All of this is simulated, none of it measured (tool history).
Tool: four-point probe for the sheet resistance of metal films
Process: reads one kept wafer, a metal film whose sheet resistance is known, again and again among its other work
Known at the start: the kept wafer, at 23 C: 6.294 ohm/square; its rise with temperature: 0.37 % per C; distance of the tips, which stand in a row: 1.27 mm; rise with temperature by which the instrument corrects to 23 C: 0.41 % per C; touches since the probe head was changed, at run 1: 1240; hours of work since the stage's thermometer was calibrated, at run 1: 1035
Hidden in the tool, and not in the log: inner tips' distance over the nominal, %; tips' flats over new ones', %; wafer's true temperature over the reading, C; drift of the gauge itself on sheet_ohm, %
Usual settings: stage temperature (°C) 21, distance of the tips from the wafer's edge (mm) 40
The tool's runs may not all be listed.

run	day	stage temperature (°C)	distance of the tips from the wafer's edge (mm)	touches since the probe head was changed	hours of work since the stage's thermometer was calibrated	sheet resistance as the instrument gives it (ohm/square)
1	0.000	21	40	1240	1035	6.307271
2	2.225	21	40	3990	1076	6.306260
3	3.854	23	40	5999	1106	6.299731
4	6.538	21	40	9317	1155	6.299148
5	9.550	21	40	13038	1210	6.296735
6	12.579	21	40	16779	1265	6.291986
7	15.596	21	40	20506	1321	6.292380
8	17.475	32	40	22828	1355	6.265648
9	20.212	21	4	26213	1405	6.607017
# day 20.967: stage's thermometer calibrated
10	23.108	21	4	29764	39	6.606868
11	25.579	21	11	32818	84	6.323870
12	29.079	21	11	37142	148	6.321506
13	31.538	21	26	40177	193	6.283927
14	34.512	21	26	43850	248	6.280076
15	37.946	21	11	48094	311	6.315174
16	41.029	21	40	51906	367	6.270413
17	42.988	21	40	54322	403	6.268021
18	45.783	20	4	57778	454	6.587489
19	49.025	21	12	61779	513	6.297333
20	51.212	27	7	64486	554	6.351943

Forecast run 21:
21	53.429	22	3	67222	594	?

sheet resistance as the instrument gives it (ohm/square): 6.799835
Without the tool's hidden state the same run would have given sheet resistance as the instrument gives it (ohm/square) 6.847146.
